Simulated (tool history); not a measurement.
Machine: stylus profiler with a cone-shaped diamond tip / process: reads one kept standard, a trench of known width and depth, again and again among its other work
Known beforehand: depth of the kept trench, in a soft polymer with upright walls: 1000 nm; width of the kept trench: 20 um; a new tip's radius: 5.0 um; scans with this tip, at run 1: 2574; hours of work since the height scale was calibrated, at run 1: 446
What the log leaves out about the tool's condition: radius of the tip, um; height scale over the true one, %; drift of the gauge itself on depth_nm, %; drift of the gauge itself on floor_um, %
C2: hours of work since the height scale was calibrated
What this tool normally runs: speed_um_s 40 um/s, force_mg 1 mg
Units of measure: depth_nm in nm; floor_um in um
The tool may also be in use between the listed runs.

run 1 hour=0 | speed_um_s=40 force_mg=1 | scans_with_this_tip=2574 C2=446 | depth_nm=1007.08 floor_um=13.31
run 2 hour=30.1 | speed_um_s=40 force_mg=1 | scans_with_this_tip=2654 C2=460 | depth_nm=1006.84 floor_um=13.33
run 3 hour=64.9 | speed_um_s=40 force_mg=1 | scans_with_this_tip=2747 C2=476 | depth_nm=1006.86 floor_um=13.34
run 4 hour=97.5 | speed_um_s=40 force_mg=1 | scans_with_this_tip=2834 C2=491 | depth_nm=1007 floor_um=13.35
run 5 hour=143.4 | speed_um_s=40 force_mg=1 | scans_with_this_tip=2957 C2=513 | depth_nm=1006.62 floor_um=13.31
run 6 hour=184.3 | speed_um_s=40 force_mg=1 | scans_with_this_tip=3066 C2=531 | depth_nm=1006.77 floor_um=13.25
run 7 hour=246.3 | speed_um_s=40 force_mg=1 | scans_with_this_tip=3231 C2=560 | depth_nm=1006.47 floor_um=13.26
run 8 hour=307.9 | speed_um_s=40 force_mg=1 | scans_with_this_tip=3396 C2=589 | depth_nm=1007.1 floor_um=13.19
run 9 hour=350.9 | speed_um_s=109 force_mg=1 | scans_with_this_tip=3511 C2=609 | depth_nm=1007.33 floor_um=12.52
run 10 hour=391.6 | speed_um_s=40 force_mg=1 | scans_with_this_tip=3619 C2=627 | depth_nm=1007.12 floor_um=13.21
run 11 hour=443.2 | speed_um_s=40 force_mg=1 | scans_with_this_tip=3757 C2=651 | depth_nm=1006.9 floor_um=13.2
run 12 hour=485.8 | speed_um_s=40 force_mg=1 | scans_with_this_tip=3871 C2=671 | depth_nm=1007.13 floor_um=13.14
run 13 hour=519 | speed_um_s=40 force_mg=1.87 | scans_with_this_tip=3959 C2=686 | depth_nm=1010.23 floor_um=13.29
run 14 hour=559.1 | speed_um_s=98 force_mg=1 | scans_with_this_tip=4067 C2=705 | depth_nm=1007.1 floor_um=12.57
run 15 hour=585.2 | speed_um_s=98 force_mg=1 | scans_with_this_tip=4136 C2=717 | depth_nm=1007.53 floor_um=12.55
run 16 hour=629 | speed_um_s=98 force_mg=1 | scans_with_this_tip=4253 C2=737 | depth_nm=1007.35 floor_um=12.56
run 17 hour=690.6 | speed_um_s=98 force_mg=0.36 | scans_with_this_tip=4418 C2=766 | depth_nm=1003.61 floor_um=11.88
run 18 hour=744.4 | speed_um_s=40 force_mg=1 | scans_with_this_tip=4561 C2=791 | depth_nm=1007.78 floor_um=13.08
run 19 hour=801.5 | speed_um_s=40 force_mg=1.28 | scans_with_this_tip=4714 C2=817 | depth_nm=1008.75 floor_um=13.11
run 20 hour=827.8 | speed_um_s=40 force_mg=1.28 | scans_with_this_tip=4784 C2=829 | depth_nm=1008.51 floor_um=13.13
run 21 hour=879.8 | speed_um_s=40 force_mg=1.28 | scans_with_this_tip=4923 C2=853 | depth_nm=1008.04 floor_um=13.07
run 22 hour=934.7 | speed_um_s=40 force_mg=1.28 | scans_with_this_tip=5070 C2=879 | depth_nm=1008.8 floor_um=13.1
run 23 hour=966.8 | speed_um_s=40 force_mg=1.28 | scans_with_this_tip=5155 C2=894 | depth_nm=1009.21 floor_um=13.08
run 24 hour=1017.1 | speed_um_s=40 force_mg=1.28 | scans_with_this_tip=5290 C2=917 | depth_nm=1009.28 floor_um=13.04
run 25 hour=1079.8 | speed_um_s=70 force_mg=1 | scans_with_this_tip=5457 C2=946 | depth_nm=1007.78 floor_um=12.67
run 26 hour=1118.9 | speed_um_s=70 force_mg=1 | scans_with_this_tip=5561 C2=964 | depth_nm=1007.96 floor_um=12.66
run 27 hour=1153.5 | speed_um_s=40 force_mg=2.45 | scans_with_this_tip=5654 C2=980 | depth_nm=1013.25 floor_um=13.12
run 28 hour=1188.1 | speed_um_s=98 force_mg=0.4 | scans_with_this_tip=5746 C2=996 | depth_nm=1004.89 floor_um=11.75
run 29 hour=1214.3 | speed_um_s=104 force_mg=0.63 | scans_with_this_tip=5816 C2=1008 | depth_nm=1006.32 floor_um=11.98
run 30 hour=1276.8 | speed_um_s=98 force_mg=0.85 | scans_with_this_tip=5983 C2=1037 | depth_nm=1007.38 floor_um=12.25
run 31 hour=1303.7 | speed_um_s=36 force_mg=1.09 | scans_with_this_tip=6055 C2=1050 | depth_nm=1008.16 floor_um=12.94
run 32 hour=1330.7 | speed_um_s=62 force_mg=0.45 | scans_with_this_tip=6127 C2=1062 | depth_nm=1005.6 floor_um=12.4
run 33 hour=1386.4 | speed_um_s=62 force_mg=0.45 | scans_with_this_tip=6276 C2=1088 | depth_nm=1005.71 floor_um=12.33
run 34 hour=1433.1 | speed_um_s=98 force_mg=0.5 | scans_with_this_tip=6400 C2=1109 | depth_nm=1005.8 floor_um=11.8
run 35 hour=1468.5 | speed_um_s=98 force_mg=0.5 | scans_with_this_tip=6495 C2=1126 | depth_nm=1006.38 floor_um=11.85
run 36 hour=1523.5 | speed_um_s=98 force_mg=0.5 | scans_with_this_tip=6642 C2=1151 | depth_nm=1005.75 floor_um=11.83
run 37 hour=1552.3 | speed_um_s=135 force_mg=0.85 | scans_with_this_tip=6719 C2=1165 | depth_nm=1007.5 floor_um=11.74
run 38 hour=1585.6 | speed_um_s=135 force_mg=0.85 | scans_with_this_tip=6808 C2=1180 | depth_nm=1007.41 floor_um=11.74
run 39 hour=1641.5 | speed_um_s=135 force_mg=0.85 | scans_with_this_tip=6957 C2=1206 | depth_nm=1007.95 floor_um=11.67
run 40 hour=1672.4 | speed_um_s=46 force_mg=1 | scans_with_this_tip=7039 C2=1220 | depth_nm=1008.51 floor_um=12.67
run 41 hour=1699.1 | speed_um_s=41 force_mg=1.03 | scans_with_this_tip=7111 C2=1233 | depth_nm=1008.48 floor_um=12.78
run 42 hour=1740.7 | speed_um_s=21 force_mg=1.21 | scans_with_this_tip=7222 C2=1252 | depth_nm=1008.91 floor_um=12.96
run 43 hour=1798.1 | speed_um_s=21 force_mg=1.21 | scans_with_this_tip=7375 C2=1278 | depth_nm=1009.3 floor_um=12.93
run 44 hour=1857.1 | speed_um_s=21 force_mg=1.21 | scans_with_this_tip=7533 C2=1306 | depth_nm=1009.16 floor_um=12.97
run 45 hour=1898.8 | speed_um_s=12 force_mg=2 | scans_with_this_tip=7644 C2=1325 | depth_nm=1012.49 floor_um=13.06
run 46 hour=1931.6 | speed_um_s=13 force_mg=2.17 | scans_with_this_tip=7732 C2=1340 | depth_nm=1012.75 floor_um=12.97
run 47 hour=1962.5 | speed_um_s=27 force_mg=2.4 | scans_with_this_tip=7814 C2=1355 | depth_nm=1013.79 floor_um=12.96

Forecast each of these 3 alternatives for the next run:
run A hour=2017.5 | speed_um_s=34 force_mg=0.66 | scans_with_this_tip=7961 C2=1380 | depth_nm=? floor_um=?
run B hour=2017.5 | speed_um_s=27 force_mg=1.22 | scans_with_this_tip=7961 C2=1380 | depth_nm=? floor_um=?
run C hour=2017.5 | speed_um_s=27 force_mg=2.4 | scans_with_this_tip=7961 C2=1380 | depth_nm=? floor_um=?

run=A depth_nm=1007.26 floor_um=12.66
run=B depth_nm=1009.27 floor_um=12.85
run=C depth_nm=1013.5 floor_um=12.91
Stripped of hidden state, with their random variation kept, the same runs would have yielded:
run=A depth_nm=1004.76 floor_um=13.6
run=B depth_nm=1006.77 floor_um=13.79
run=C depth_nm=1010.98 floor_um=13.85

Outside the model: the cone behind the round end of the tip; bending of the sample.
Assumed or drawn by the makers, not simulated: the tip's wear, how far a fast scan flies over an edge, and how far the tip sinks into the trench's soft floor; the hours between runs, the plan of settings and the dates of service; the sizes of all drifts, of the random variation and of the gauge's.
